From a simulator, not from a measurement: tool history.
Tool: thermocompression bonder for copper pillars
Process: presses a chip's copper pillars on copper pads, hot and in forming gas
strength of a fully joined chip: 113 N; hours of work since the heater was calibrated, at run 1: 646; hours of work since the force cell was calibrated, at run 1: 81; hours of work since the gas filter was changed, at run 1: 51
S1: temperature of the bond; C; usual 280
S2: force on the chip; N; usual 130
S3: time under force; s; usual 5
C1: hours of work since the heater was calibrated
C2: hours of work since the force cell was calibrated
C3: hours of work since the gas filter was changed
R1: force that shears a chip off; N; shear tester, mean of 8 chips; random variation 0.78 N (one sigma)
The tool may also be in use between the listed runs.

run 1 hour=0 | S1=280 S2=130 S3=5 | C1=646 C2=81 C3=51 | R1=53.4
run 2 hour=7 | S1=280 S2=130 S3=5 | C1=650 C2=85 C3=55 | R1=54
run 3 hour=12.1 | S1=280 S2=130 S3=5 | C1=652 C2=87 C3=57 | R1=52.8
run 4 hour=16.2 | S1=280 S2=130 S3=5 | C1=654 C2=89 C3=59 | R1=52.4
run 5 hour=21.5 | S1=280 S2=130 S3=5 | C1=657 C2=92 C3=62 | R1=52.7
run 6 hour=29.5 | S1=280 S2=143 S3=5 | C1=661 C2=96 C3=66 | R1=58.4
run 7 hour=33.6 | S1=280 S2=130 S3=5 | C1=663 C2=98 C3=68 | R1=53
run 8 hour=37.7 | S1=280 S2=130 S3=5 | C1=665 C2=100 C3=70 | R1=52.6
run 9 hour=45.2 | S1=280 S2=145 S3=5 | C1=669 C2=103 C3=74 | R1=57.4
run 10 hour=52 | S1=256 S2=130 S3=5 | C1=672 C2=107 C3=77 | R1=41.5
-- hour=57.6 heater calibrated with a thermocouple chip
run 11 hour=60.9 | S1=280 S2=94 S3=5 | C1=2 C2=110 C3=80 | R1=37.3
run 12 hour=66.4 | S1=280 S2=80 S3=5 | C1=4 C2=113 C3=83 | R1=30
run 13 hour=73.6 | S1=280 S2=130 S3=3 | C1=8 C2=116 C3=86 | R1=44.2
run 14 hour=78 | S1=280 S2=122 S3=5 | C1=10 C2=119 C3=89 | R1=48.1
run 15 hour=86.2 | S1=280 S2=122 S3=5 | C1=14 C2=123 C3=93 | R1=48.2
run 16 hour=92.3 | S1=280 S2=130 S3=5 | C1=17 C2=126 C3=96 | R1=50.7
-- hour=99.4 heater calibrated with a thermocouple chip, once more
run 17 hour=99.7 | S1=280 S2=130 S3=5 | C1=0 C2=128 C3=98 | R1=56.2
run 18 hour=103.9 | S1=280 S2=130 S3=5 | C1=2 C2=130 C3=100 | R1=57.5
run 19 hour=109.4 | S1=280 S2=130 S3=5 | C1=5 C2=133 C3=103 | R1=57.8
run 20 hour=114.6 | S1=252 S2=96 S3=5 | C1=7 C2=136 C3=106 | R1=30.3
run 21 hour=121.6 | S1=252 S2=96 S3=5 | C1=11 C2=139 C3=109 | R1=31
run 22 hour=127.3 | S1=285 S2=181 S3=3 | C1=14 C2=142 C3=112 | R1=67.1
run 23 hour=134.5 | S1=298 S2=153 S3=3 | C1=17 C2=145 C3=115 | R1=63.7
run 24 hour=138.2 | S1=305 S2=92 S3=5 | C1=19 C2=147 C3=117 | R1=51.4
-- hour=143 forming gas filter changed
run 25 hour=145.6 | S1=263 S2=108 S3=5 | C1=22 C2=151 C3=1 | R1=41.5
run 26 hour=154.4 | S1=263 S2=108 S3=5 | C1=27 C2=155 C3=6 | R1=40.4
run 27 hour=160.2 | S1=283 S2=150 S3=6 | C1=30 C2=158 C3=8 | R1=74.6
run 28 hour=168.5 | S1=283 S2=150 S3=6 | C1=34 C2=162 C3=13 | R1=72.4
run 29 hour=176.4 | S1=265 S2=105 S3=5 | C1=38 C2=166 C3=16 | R1=41.4
run 30 hour=182.2 | S1=259 S2=102 S3=6 | C1=40 C2=169 C3=19 | R1=39.6
run 31 hour=190.2 | S1=259 S2=102 S3=6 | C1=44 C2=172 C3=23 | R1=40
run 32 hour=195.5 | S1=259 S2=102 S3=6 | C1=47 C2=175 C3=26 | R1=39.9
run 33 hour=200.1 | S1=259 S2=102 S3=6 | C1=49 C2=177 C3=28 | R1=40.8
run 34 hour=205.5 | S1=259 S2=102 S3=6 | C1=52 C2=180 C3=31 | R1=39.9
run 35 hour=209.2 | S1=259 S2=102 S3=6 | C1=54 C2=182 C3=33 | R1=39.9
run 36 hour=216.7 | S1=259 S2=102 S3=6 | C1=57 C2=186 C3=36 | R1=40

Forecast each of these 3 alternatives for the next run:
run A hour=222.1 | S1=298 S2=152 S3=8 | C1=60 C2=188 C3=39 | R1=?
run B hour=222.1 | S1=265 S2=154 S3=3 | C1=60 C2=188 C3=39 | R1=?
run C hour=222.1 | S1=259 S2=102 S3=5 | C1=60 C2=188 C3=39 | R1=?

run=A R1=84.3
run=B R1=49.5
run=C R1=36.4
Without the tool's hidden state the same runs would have given:
run=A R1=86.3
run=B R1=51
run=C R1=37.6
